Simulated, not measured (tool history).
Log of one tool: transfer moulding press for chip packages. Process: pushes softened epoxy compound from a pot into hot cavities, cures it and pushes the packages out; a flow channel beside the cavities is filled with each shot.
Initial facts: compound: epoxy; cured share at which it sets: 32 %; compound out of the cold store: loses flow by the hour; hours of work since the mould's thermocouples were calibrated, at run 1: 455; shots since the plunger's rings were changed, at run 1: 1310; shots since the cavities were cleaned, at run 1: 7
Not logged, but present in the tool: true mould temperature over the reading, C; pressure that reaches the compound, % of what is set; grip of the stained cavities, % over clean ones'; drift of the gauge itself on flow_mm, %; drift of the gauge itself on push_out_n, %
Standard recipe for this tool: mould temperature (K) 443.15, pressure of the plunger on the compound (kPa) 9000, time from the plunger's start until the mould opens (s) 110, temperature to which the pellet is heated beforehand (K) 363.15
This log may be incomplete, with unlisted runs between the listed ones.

run    hour  mould temperature (K)  pressure of the plunger on the compound (kPa)  time from the plunger's start until the mould opens (s)  temperature to which the pellet is heated beforehand (K)  hours of work since the mould's thermocouples were calibrated  shots since the plunger's rings were changed  shots since the cavities were cleaned  incoming compound's hours out of the cold store  length that the compound runs in the flow channel (mm)  greatest force on the pins that push the packages out (N)
  1       0                 443.15                                           9000                                                      110                                                    363.15                                                            455                                          1310                                      7                                             10.1                                                     592                                                        268
  2    64.9                 443.15                                           9000                                                      110                                                    363.15                                                            505                                          2133                                    830                                             34.7                                                     528                                                        259
       73.4  -- cavities cleaned with cleaning compound and waxed
      105.3  -- plunger's sealing rings changed
  3     144                 443.15                                           9000                                                      110                                                    363.15                                                            564                                           492                                    865                                               40                                                     518                                                        245
      150.2  -- cavities cleaned with cleaning compound and waxed
  4   216.8                 443.15                                           9000                                                      110                                                    363.15                                                            620                                          1396                                    845                                             42.8                                                     507                                                        243
      223.4  -- cavities cleaned with cleaning compound and waxed
  5   275.8                 443.15                                           9000                                                      110                                                    363.15                                                            664                                          2126                                    665                                             39.4                                                     511                                                        247
      300.7  -- cavities cleaned with cleaning compound and waxed
      319.3  -- plunger's sealing rings changed
  6   340.6                 443.15                                           9000                                                      110                                                    363.15                                                            712                                           270                                    474                                             18.5                                                     572                                                        266
      375.4  -- cavities cleaned with cleaning compound and waxed
  7   394.8                 443.15                                           9000                                                      110                                                    363.15                                                            753                                           939                                    246                                             39.8                                                     516                                                        250
        413  -- mould's thermocouples calibrated
      450.8  -- cavities cleaned with cleaning compound and waxed
  8   479.3                 443.15                                           9000                                                      110                                                    363.15                                                             51                                          1967                                    362                                             19.4                                                     567                                                        253
      527.3  -- plunger's sealing rings changed
      528.8  -- cavities cleaned with cleaning compound and waxed
  9   535.3                 443.15                                           9000                                                      110                                                    363.15                                                             91                                            82                                     82                                             22.4                                                     558                                                        244
      602.7  -- cavities cleaned with cleaning compound and waxed
 10   631.4                 437.15                                           9000                                                      110                                                    363.15                                                            165                                          1283                                    365                                             31.2                                                     552                                                        368
      678.6  -- cavities cleaned with cleaning compound and waxed
 11   678.6                 443.15                                           9000                                                      110                                                    363.15                                                            201                                          1863                                      0                                               37                                                     524                                                        235
      741.9  -- plunger's sealing rings changed
      751.4  -- cavities cleaned with cleaning compound and waxed
 12   765.8                 443.15                                           9000                                                      110                                                    363.15                                                            266                                           284                                    183                                             46.3                                                     500                                                        229
      826.2  -- cavities cleaned with cleaning compound and waxed
 13   837.9                 443.15                                           9000                                                      110                                                    363.15                                                            321                                          1180                                    148                                             14.5                                                     584                                                        262
      903.1  -- cavities cleaned with cleaning compound and waxed
 14   903.6                 443.15                                           9000                                                      110                                                    363.15                                                            371                                          1996                                      6                                             10.1                                                     595                                                        278
      954.4  -- plunger's sealing rings changed
 15   969.4                 440.15                                          10540                                                      110                                                    365.15                                                            421                                           192                                    810                                               46                                                     546                                                        289
        980  -- cavities cleaned with cleaning compound and waxed
 16  1024.9                 440.15                                           8870                                                      121                                                    365.15                                                            463                                           877                                    570                                             40.3                                                     516                                                        259
     1053.3  -- cavities cleaned with cleaning compound and waxed
 17  1116.8                 436.15                                           8870                                                      121                                                    372.15                                                            533                                          2025                                    806                                             14.6                                                     598                                                        338
     1126.5  -- cavities cleaned with cleaning compound and waxed
     1164.8  -- plunger's sealing rings changed
 18  1167.7                 443.15                                           8190                                                      110                                                    363.15                                                            570                                            37                                    491                                             17.4                                                     548                                                        255
     1202.3  -- cavities cleaned with cleaning compound and waxed
 19  1260.6                 442.15                                           9860                                                      145                                                    369.15                                                            641                                          1197                                    740                                             34.6                                                     554                                                        187
     1275.9  -- cavities cleaned with cleaning compound and waxed
     1347.3  -- cavities cleaned with cleaning compound and waxed
 20  1347.3                 442.15                                           9860                                                      145                                                    369.15                                                            707                                          2259                                      0                                             23.1                                                     585                                                        187
     1372.5  -- plunger's sealing rings changed
     1422.5  -- cavities cleaned with cleaning compound and waxed
     1433.6  -- mould's thermocouples calibrated
 21  1450.1                 444.15                                           9000                                                      147                                                    364.15                                                             13                                           941                                    326                                             13.9                                                     584                                                        185
     1497.2  -- cavities cleaned with cleaning compound and waxed
 22  1547.9                 446.15                                           8740                                                      100                                                    364.15                                                             88                                          2164                                    644                                              9.7                                                     581                                                        272
       1572  -- cavities cleaned with cleaning compound and waxed
     1582.7  -- plunger's sealing rings changed
 23  1632.6                 446.15                                           8740                                                      100                                                    364.15                                                            151                                           634                                    738                                             28.5                                                     527                                                        247
       1647  -- cavities cleaned with cleaning compound and waxed
 24  1677.5                 446.15                                           8740                                                      100                                                    364.15                                                            185                                          1185                                    387                                             28.6                                                     529                                                        244
     1717.4  -- cavities cleaned with cleaning compound and waxed
 25  1765.5                 440.15                                           7780                                                      118                                                    363.15                                                            253                                          2283                                    611                                             24.7                                                     524                                                        256
       1791  -- plunger's sealing rings changed
     1792.5  -- cavities cleaned with cleaning compound and waxed
 26  1818.6                 440.15                                           7780                                                      118                                                    363.15                                                            291                                           331                                    331                                             45.5                                                     471                                                        267
     1865.5  -- cavities cleaned with cleaning compound and waxed
 27  1883.8                 443.15                                           9000                                                      143                                                    372.15                                                            341                                          1139                                    233                                             25.7                                                     548                                                        174

Take each entry between the runs: how does the hidden state at the last listed run before it differ from the hidden state at the first listed run after it?
Between runs 2 and 3: cavities cleaned with cleaning compound and waxed (hour 73.4); plunger's sealing rings changed (hour 105.3)
  pressure that reaches the compound, % of what is set: 99.89 -> 99.97
Between runs 3 and 4: cavities cleaned with cleaning compound and waxed (hour 150.2)
  true mould temperature over the reading, C: -0.02 -> -0.03; pressure that reaches the compound, % of what is set: 99.97 -> 99.93; grip of the stained cavities, % over clean ones': 1.3 -> 1.4
Between runs 4 and 5: cavities cleaned with cleaning compound and waxed (hour 223.4)
  pressure that reaches the compound, % of what is set: 99.93 -> 99.89; grip of the stained cavities, % over clean ones': 1.4 -> 1.3
Between runs 5 and 6: cavities cleaned with cleaning compound and waxed (hour 300.7); plunger's sealing rings changed (hour 319.3)
  pressure that reaches the compound, % of what is set: 99.89 -> 99.96; grip of the stained cavities, % over clean ones': 1.3 -> 1.1
Between runs 6 and 7: cavities cleaned with cleaning compound and waxed (hour 375.4)
  pressure that reaches the compound, % of what is set: 99.96 -> 99.93; grip of the stained cavities, % over clean ones': 1.1 -> 0.9
Between runs 7 and 8: mould's thermocouples calibrated (hour 413); cavities cleaned with cleaning compound and waxed (hour 450.8)
  true mould temperature over the reading, C: -0.03 -> -0.01; pressure that reaches the compound, % of what is set: 99.93 -> 99.87; grip of the stained cavities, % over clean ones': 0.9 -> 1
Between runs 8 and 9: plunger's sealing rings changed (hour 527.3); cavities cleaned with cleaning compound and waxed (hour 528.8)
  pressure that reaches the compound, % of what is set: 99.87 -> 99.99; grip of the stained cavities, % over clean ones': 1 -> 0.3
Between runs 9 and 10: cavities cleaned with cleaning compound and waxed (hour 602.7)
  pressure that reaches the compound, % of what is set: 99.99 -> 99.92; grip of the stained cavities, % over clean ones': 0.3 -> 0.9
Between runs 10 and 11: cavities cleaned with cleaning compound and waxed (hour 678.6)
  pressure that reaches the compound, % of what is set: 99.92 -> 99.89; grip of the stained cavities, % over clean ones': 0.9 -> 0.1
Between runs 11 and 12: plunger's sealing rings changed (hour 741.9); cavities cleaned with cleaning compound and waxed (hour 751.4)
  pressure that reaches the compound, % of what is set: 99.89 -> 99.98; grip of the stained cavities, % over clean ones': 0.1 -> 0.6
Between runs 12 and 13: cavities cleaned with cleaning compound and waxed (hour 826.2)
  pressure that reaches the compound, % of what is set: 99.98 -> 99.93
Between runs 13 and 14: cavities cleaned with cleaning compound and waxed (hour 903.1)
  pressure that reaches the compound, % of what is set: 99.93 -> 99.88; grip of the stained cavities, % over clean ones': 0.6 -> 0
Between runs 14 and 15: plunger's sealing rings changed (hour 954.4)
  true mould temperature over the reading, C: -0.01 -> -0.02; pressure that reaches the compound, % of what is set: 99.88 -> 99.98; grip of the stained cavities, % over clean ones': 0 -> 1.3
Between runs 15 and 16: cavities cleaned with cleaning compound and waxed (hour 980)
  pressure that reaches the compound, % of what is set: 99.98 -> 99.94; grip of the stained cavities, % over clean ones': 1.3 -> 1.2
Between runs 16 and 17: cavities cleaned with cleaning compound and waxed (hour 1053.3)
  pressure that reaches the compound, % of what is set: 99.94 -> 99.88; grip of the stained cavities, % over clean ones': 1.2 -> 1.3
Between runs 17 and 18: cavities cleaned with cleaning compound and waxed (hour 1126.5); plunger's sealing rings changed (hour 1164.8)
  pressure that reaches the compound, % of what is set: 99.88 -> 99.98; grip of the stained cavities, % over clean ones': 1.3 -> 1.1
Between runs 18 and 19: cavities cleaned with cleaning compound and waxed (hour 1202.3)
  pressure that reaches the compound, % of what is set: 99.98 -> 99.92; grip of the stained cavities, % over clean ones': 1.1 -> 1.3
Between runs 19 and 20: cavities cleaned with cleaning compound and waxed (hour 1275.9); cavities cleaned with cleaning compound and waxed (hour 1347.3)
  pressure that reaches the compound, % of what is set: 99.92 -> 99.86; grip of the stained cavities, % over clean ones': 1.3 -> 0
Between runs 20 and 21: plunger's sealing rings changed (hour 1372.5); cavities cleaned with cleaning compound and waxed (hour 1422.5); mould's thermocouples calibrated (hour 1433.6)
  true mould temperature over the reading, C: -0.02 -> 0; pressure that reaches the compound, % of what is set: 99.86 -> 99.94; grip of the stained cavities, % over clean ones': 0 -> 1
Between runs 21 and 22: cavities cleaned with cleaning compound and waxed (hour 1497.2)
  pressure that reaches the compound, % of what is set: 99.94 -> 99.88; grip of the stained cavities, % over clean ones': 1 -> 1.2
Between runs 22 and 23: cavities cleaned with cleaning compound and waxed (hour 1572); plunger's sealing rings changed (hour 1582.7)
  true mould temperature over the reading, C: 0 -> -0.01; pressure that reaches the compound, % of what is set: 99.88 -> 99.96; grip of the stained cavities, % over clean ones': 1.2 -> 1.3
Between runs 23 and 24: cavities cleaned with cleaning compound and waxed (hour 1647)
  pressure that reaches the compound, % of what is set: 99.96 -> 99.93; grip of the stained cavities, % over clean ones': 1.3 -> 1.1
Between runs 24 and 25: cavities cleaned with cleaning compound and waxed (hour 1717.4)
  pressure that reaches the compound, % of what is set: 99.93 -> 99.87; grip of the stained cavities, % over clean ones': 1.1 -> 1.2
Between runs 25 and 26: plunger's sealing rings changed (hour 1791); cavities cleaned with cleaning compound and waxed (hour 1792.5)
  pressure that reaches the compound, % of what is set: 99.87 -> 99.96; grip of the stained cavities, % over clean ones': 1.2 -> 1
Between runs 26 and 27: cavities cleaned with cleaning compound and waxed (hour 1865.5)
  pressure that reaches the compound, % of what is set: 99.96 -> 99.91; grip of the stained cavities, % over clean ones': 1 -> 0.7
